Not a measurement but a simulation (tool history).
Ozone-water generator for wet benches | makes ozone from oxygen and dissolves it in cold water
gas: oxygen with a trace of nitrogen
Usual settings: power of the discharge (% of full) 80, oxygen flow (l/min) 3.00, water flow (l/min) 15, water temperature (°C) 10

| run | day | power of the discharge (% of full) | oxygen flow (l/min) | water flow (l/min) | water temperature (°C) | dissolved ozone (ppm) | ozone in the gas ahead of the water (g/m3) |
|---|---|---|---|---|---|---|---|
| 1 | 0.000 | 80 | 3.00 | 15 | 10 | 21.7 | 205.9 |
| 2 | 1.538 | 80 | 3.00 | 24 | 10 | 14.2 | 204.7 |
| 3 | 4.358 | 80 | 3.00 | 22 | 10 | 15.2 | 203.3 |
| 4 | 6.304 | 80 | 3.00 | 22 | 10 | 15.3 | 204.5 |
| 5 | 9.821 | 80 | 3.00 | 15 | 15 | 20.5 | 205.1 |
| 6 | 12.746 | 58 | 3.16 | 15 | 10 | 17.6 | 161.6 |
| 7 | 15.458 | 80 | 1.73 | 15 | 10 | 18.3 | 254.8 |
| 8 | 18.104 | 80 | 2.57 | 15 | 8 | 20.9 | 217.3 |
| 9 | 21.458 | 80 | 3.13 | 15 | 9 | 22.0 | 202.0 |
| 10 | 24.867 | 54 | 2.93 | 19 | 5 | 14.0 | 158.5 |

Forecast each of these 4 alternatives for the next run:
| A | 27.396 | 46 | 3.00 | 17 | 10 | ? | ? |
| B | 27.396 | 94 | 2.93 | 22 | 7 | ? | ? |
| C | 27.396 | 54 | 2.75 | 9 | 5 | ? | ? |
| D | 27.396 | 54 | 2.26 | 19 | 5 | ? | ? |

| run | dissolved ozone (ppm) | ozone in the gas ahead of the water (g/m3) |
|---|---|---|
| A | 13.3 | 140.8 |
| B | 17.5 | 228.6 |
| C | 25.5 | 162.4 |
| D | 12.9 | 175.7 |
Without the tool's hidden state the same runs would have given:
| run | dissolved ozone (ppm) | ozone in the gas ahead of the water (g/m3) |
|---|---|---|
| A | 13.3 | 140.9 |
| B | 17.6 | 228.7 |
| C | 25.5 | 162.5 |
| D | 12.9 | 175.7 |

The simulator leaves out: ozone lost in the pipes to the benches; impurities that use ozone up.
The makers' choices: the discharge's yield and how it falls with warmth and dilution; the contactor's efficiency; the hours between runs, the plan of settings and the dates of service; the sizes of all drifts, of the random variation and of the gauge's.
